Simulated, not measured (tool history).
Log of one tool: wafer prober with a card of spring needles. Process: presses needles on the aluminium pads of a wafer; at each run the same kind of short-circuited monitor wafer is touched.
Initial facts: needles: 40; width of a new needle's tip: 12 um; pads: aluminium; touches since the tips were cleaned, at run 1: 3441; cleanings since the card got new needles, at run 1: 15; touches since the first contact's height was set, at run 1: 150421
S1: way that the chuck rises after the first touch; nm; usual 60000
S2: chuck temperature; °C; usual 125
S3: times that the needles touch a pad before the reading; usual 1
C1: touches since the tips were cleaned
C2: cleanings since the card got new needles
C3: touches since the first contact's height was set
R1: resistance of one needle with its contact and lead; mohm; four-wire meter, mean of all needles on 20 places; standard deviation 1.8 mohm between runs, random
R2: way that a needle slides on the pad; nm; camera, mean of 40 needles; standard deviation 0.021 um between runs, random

run 1 hour=0 | S1=60000 S2=125 S3=1 | C1=3441 C2=15 C3=150421 | R1=184 R2=12800
run 2 hour=7.1 | S1=60000 S2=125 S3=1 | C1=6577 C2=15 C3=153557 | R1=182 R2=12780
-- hour=11.1 tips cleaned on abrasive film
run 3 hour=13.9 | S1=60000 S2=125 S3=1 | C1=1238 C2=16 C3=156512 | R1=183 R2=12750
run 4 hour=23 | S1=60000 S2=125 S3=1 | C1=5219 C2=16 C3=160493 | R1=181 R2=12790
-- hour=24.5 height of the first contact set anew
-- hour=30.5 tips cleaned on abrasive film
run 5 hour=34.6 | S1=60000 S2=125 S3=1 | C1=1797 C2=17 C3=4401 | R1=180 R2=12770
run 6 hour=43.7 | S1=60000 S2=125 S3=1 | C1=5823 C2=17 C3=8427 | R1=180 R2=12750
-- hour=49.3 tips cleaned on abrasive film
run 7 hour=53.9 | S1=60000 S2=125 S3=1 | C1=2036 C2=18 C3=12855 | R1=181 R2=12810
run 8 hour=58.7 | S1=60000 S2=125 S3=2 | C1=4145 C2=18 C3=14964 | R1=180 R2=12770
run 9 hour=64.8 | S1=60000 S2=125 S3=2 | C1=6837 C2=18 C3=17656 | R1=182 R2=12790
-- hour=68.7 tips cleaned on abrasive film
run 10 hour=73.8 | S1=60000 S2=125 S3=2 | C1=2272 C2=19 C3=21582 | R1=185 R2=12800
run 11 hour=80.3 | S1=60000 S2=125 S3=2 | C1=5116 C2=19 C3=24426 | R1=179 R2=12760
-- hour=87.3 tips cleaned on abrasive film
run 12 hour=90.3 | S1=60000 S2=125 S3=2 | C1=1311 C2=20 C3=28763 | R1=182 R2=12770
run 13 hour=96.8 | S1=60000 S2=125 S3=1 | C1=4175 C2=20 C3=31627 | R1=183 R2=12750
run 14 hour=101.5 | S1=60000 S2=125 S3=1 | C1=6238 C2=20 C3=33690 | R1=179 R2=12780
-- hour=106 tips cleaned on abrasive film
run 15 hour=106.2 | S1=48000 S2=125 S3=1 | C1=96 C2=21 C3=35739 | R1=185 R2=10230
run 16 hour=115.5 | S1=60000 S2=53 S3=1 | C1=4176 C2=21 C3=39819 | R1=168 R2=12760
run 17 hour=123.1 | S1=60000 S2=53 S3=1 | C1=7532 C2=21 C3=43175 | R1=167 R2=12770
-- hour=125 tips cleaned on abrasive film
run 18 hour=129.2 | S1=60000 S2=98 S3=1 | C1=1857 C2=22 C3=45784 | R1=175 R2=12780
run 19 hour=136.7 | S1=57000 S2=31 S3=2 | C1=5170 C2=22 C3=49097 | R1=159 R2=12130
run 20 hour=142.8 | S1=60000 S2=62 S3=1 | C1=7856 C2=22 C3=51783 | R1=170 R2=12790
-- hour=144.2 tips cleaned on abrasive film
run 21 hour=154.1 | S1=71000 S2=26 S3=1 | C1=4370 C2=23 C3=56724 | R1=161 R2=15110
-- hour=162.9 tips cleaned on abrasive film
run 22 hour=162.9 | S1=54000 S2=63 S3=1 | C1=0 C2=24 C3=60521 | R1=170 R2=11490
run 23 hour=167.6 | S1=60000 S2=36 S3=1 | C1=2081 C2=24 C3=62602 | R1=168 R2=12810
run 24 hour=175.9 | S1=60000 S2=123 S3=2 | C1=5731 C2=24 C3=66252 | R1=182 R2=12740
-- hour=182.3 tips cleaned on abrasive film
run 25 hour=182.3 | S1=41000 S2=90 S3=1 | C1=0 C2=25 C3=69020 | R1=184 R2=8730
run 26 hour=187.8 | S1=41000 S2=90 S3=1 | C1=2438 C2=25 C3=71458 | R1=180 R2=8740
run 27 hour=198 | S1=41000 S2=90 S3=3 | C1=6901 C2=25 C3=75921 | R1=178 R2=8750
-- hour=201.1 tips cleaned on abrasive film
run 28 hour=205.4 | S1=60000 S2=125 S3=2 | C1=1895 C2=26 C3=79154 | R1=181 R2=12770
run 29 hour=214.9 | S1=60000 S2=125 S3=2 | C1=6055 C2=26 C3=83314 | R1=180 R2=12750
-- hour=220.2 tips cleaned on abrasive film
run 30 hour=224.4 | S1=50000 S2=27 S3=1 | C1=1844 C2=27 C3=87450 | R1=162 R2=10640
run 31 hour=229.6 | S1=44000 S2=28 S3=3 | C1=4127 C2=27 C3=89733 | R1=166 R2=9380
run 32 hour=234.9 | S1=44000 S2=125 S3=1 | C1=6446 C2=27 C3=92052 | R1=185 R2=9380
-- hour=239.2 tips cleaned on abrasive film
run 33 hour=244.1 | S1=50000 S2=77 S3=2 | C1=2173 C2=28 C3=96078 | R1=176 R2=10650
run 34 hour=248.9 | S1=60000 S2=79 S3=1 | C1=4278 C2=28 C3=98183 | R1=171 R2=12760

Consider 3 possible next runs. They are alternatives, not a sequence: every one starts from the tool as it was left by run 34. What does each give?
-- hour=258.3 tips cleaned on abrasive film
run A hour=259.7 | S1=46000 S2=31 S3=3 | C1=632 C2=29 C3=102896 | R1=? R2=?
-- hour=258.3 tips cleaned on abrasive film
run B hour=259.7 | S1=49000 S2=43 S3=2 | C1=632 C2=29 C3=102896 | R1=? R2=?
-- hour=258.3 tips cleaned on abrasive film
run C hour=259.7 | S1=60000 S2=78 S3=1 | C1=632 C2=29 C3=102896 | R1=? R2=?

run=A R1=166 R2=9790
run=B R1=171 R2=10460
run=C R1=170 R2=12790
Take away the tool's hidden state, keep each run's random variation, and the runs would have read:
run=A R1=166 R2=9790
run=B R1=170 R2=10460
run=C R1=170 R2=12800
